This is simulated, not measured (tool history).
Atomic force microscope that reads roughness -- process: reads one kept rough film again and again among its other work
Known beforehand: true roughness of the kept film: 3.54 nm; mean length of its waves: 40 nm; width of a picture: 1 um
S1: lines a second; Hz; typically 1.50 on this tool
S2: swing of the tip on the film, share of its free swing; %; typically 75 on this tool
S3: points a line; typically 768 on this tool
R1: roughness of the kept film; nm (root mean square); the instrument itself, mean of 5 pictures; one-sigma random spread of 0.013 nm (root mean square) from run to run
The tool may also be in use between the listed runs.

run 1 hour=0.0 | S1=1.50 S2=75 S3=768 | R1=2.909
run 2 hour=7.3 | S1=1.50 S2=75 S3=768 | R1=2.902
-- hour=11.5 new tip fitted
run 3 hour=14.7 | S1=1.50 S2=75 S3=768 | R1=3.142
run 4 hour=24.0 | S1=1.50 S2=75 S3=768 | R1=3.123
run 5 hour=36.1 | S1=1.50 S2=75 S3=768 | R1=3.096
run 6 hour=44.5 | S1=1.50 S2=68 S3=768 | R1=3.175
run 7 hour=55.0 | S1=1.50 S2=75 S3=768 | R1=3.090
run 8 hour=63.1 | S1=2.85 S2=75 S3=768 | R1=2.873
run 9 hour=74.7 | S1=2.85 S2=86 S3=768 | R1=2.629
run 10 hour=86.8 | S1=3.90 S2=75 S3=768 | R1=2.707
run 11 hour=97.5 | S1=3.90 S2=75 S3=275 | R1=2.679
run 12 hour=108.9 | S1=3.90 S2=75 S3=263 | R1=2.678
run 13 hour=121.5 | S1=1.50 S2=75 S3=768 | R1=2.993
run 14 hour=129.7 | S1=1.50 S2=75 S3=279 | R1=2.974
run 15 hour=135.5 | S1=0.85 S2=75 S3=279 | R1=3.089
run 16 hour=140.9 | S1=0.85 S2=75 S3=279 | R1=3.038
run 17 hour=148.6 | S1=1.50 S2=75 S3=768 | R1=2.992
run 18 hour=159.2 | S1=1.50 S2=75 S3=385 | R1=2.935
run 19 hour=168.9 | S1=1.50 S2=75 S3=880 | R1=2.956
run 20 hour=177.4 | S1=1.50 S2=75 S3=880 | R1=2.941
run 21 hour=184.7 | S1=1.50 S2=75 S3=880 | R1=2.941
run 22 hour=191.4 | S1=1.50 S2=75 S3=880 | R1=2.907
-- hour=193.5 height scale calibrated on a step standard
run 23 hour=202.5 | S1=1.50 S2=75 S3=880 | R1=2.907
-- hour=207.4 new tip fitted
run 24 hour=215.6 | S1=1.50 S2=75 S3=880 | R1=3.142
-- hour=220.7 height scale calibrated on a step standard, once more
run 25 hour=224.2 | S1=1.50 S2=75 S3=880 | R1=3.110
run 26 hour=230.2 | S1=0.88 S2=75 S3=768 | R1=3.200
run 27 hour=237.0 | S1=1.17 S2=87 S3=572 | R1=2.994
run 28 hour=244.3 | S1=1.17 S2=87 S3=572 | R1=2.976
run 29 hour=255.9 | S1=1.17 S2=87 S3=572 | R1=2.959
run 30 hour=261.9 | S1=1.19 S2=59 S3=572 | R1=3.217
run 31 hour=268.4 | S1=1.19 S2=59 S3=572 | R1=3.205
run 32 hour=279.1 | S1=2.42 S2=88 S3=972 | R1=2.626
run 33 hour=287.7 | S1=2.42 S2=88 S3=972 | R1=2.647
run 34 hour=294.4 | S1=1.50 S2=90 S3=794 | R1=2.796
run 35 hour=300.2 | S1=0.53 S2=70 S3=701 | R1=3.187
run 36 hour=309.2 | S1=1.28 S2=83 S3=949 | R1=2.949
run 37 hour=321.8 | S1=2.36 S2=72 S3=426 | R1=2.914
run 38 hour=329.2 | S1=1.47 S2=89 S3=739 | R1=2.799
run 39 hour=336.4 | S1=1.47 S2=89 S3=739 | R1=2.748
run 40 hour=346.7 | S1=1.26 S2=87 S3=285 | R1=2.836
run 41 hour=357.0 | S1=0.90 S2=87 S3=710 | R1=2.914
run 42 hour=369.2 | S1=0.85 S2=75 S3=1003 | R1=3.014
run 43 hour=380.8 | S1=0.75 S2=65 S3=481 | R1=3.090
run 44 hour=389.7 | S1=1.50 S2=75 S3=460 | R1=2.909
run 45 hour=401.9 | S1=1.33 S2=84 S3=768 | R1=2.801
-- hour=403.6 new tip fitted
run 46 hour=408.2 | S1=0.91 S2=75 S3=430 | R1=3.211
run 47 hour=416.7 | S1=0.91 S2=75 S3=430 | R1=3.188

Subtracting, for every run, the result it would have given without the tool's unlogged condition from the measured result gives the following. The same run-to-run variation enters both numbers; the gauge's scatter may not:
Hidden state present: radius of the tip, nm; height scale over the true one, %; drift of the gauge itself on roughness_nm, %.
run=1 R1=-0.231
run=2 R1=-0.239
run=3 R1=-0.007
run=4 R1=-0.017
run=5 R1=-0.032
run=6 R1=-0.045
run=7 R1=-0.055
run=8 R1=-0.062
run=9 R1=-0.070
run=10 R1=-0.087
run=11 R1=-0.098
run=12 R1=-0.110
run=13 R1=-0.138
run=14 R1=-0.147
run=15 R1=-0.160
run=16 R1=-0.165
run=17 R1=-0.172
run=18 R1=-0.184
run=19 R1=-0.195
run=20 R1=-0.203
run=21 R1=-0.212
run=22 R1=-0.218
run=23 R1=-0.230
run=24 R1=-0.012
run=25 R1=-0.026
run=26 R1=-0.034
run=27 R1=-0.041
run=28 R1=-0.050
run=29 R1=-0.064
run=30 R1=-0.076
run=31 R1=-0.085
run=32 R1=-0.081
run=33 R1=-0.091
run=34 R1=-0.103
run=35 R1=-0.126
run=36 R1=-0.127
run=37 R1=-0.141
run=38 R1=-0.144
run=39 R1=-0.148
run=40 R1=-0.167
run=41 R1=-0.184
run=42 R1=-0.205
run=43 R1=-0.223
run=44 R1=-0.221
run=45 R1=-0.230
run=46 R1=-0.012
run=47 R1=-0.022

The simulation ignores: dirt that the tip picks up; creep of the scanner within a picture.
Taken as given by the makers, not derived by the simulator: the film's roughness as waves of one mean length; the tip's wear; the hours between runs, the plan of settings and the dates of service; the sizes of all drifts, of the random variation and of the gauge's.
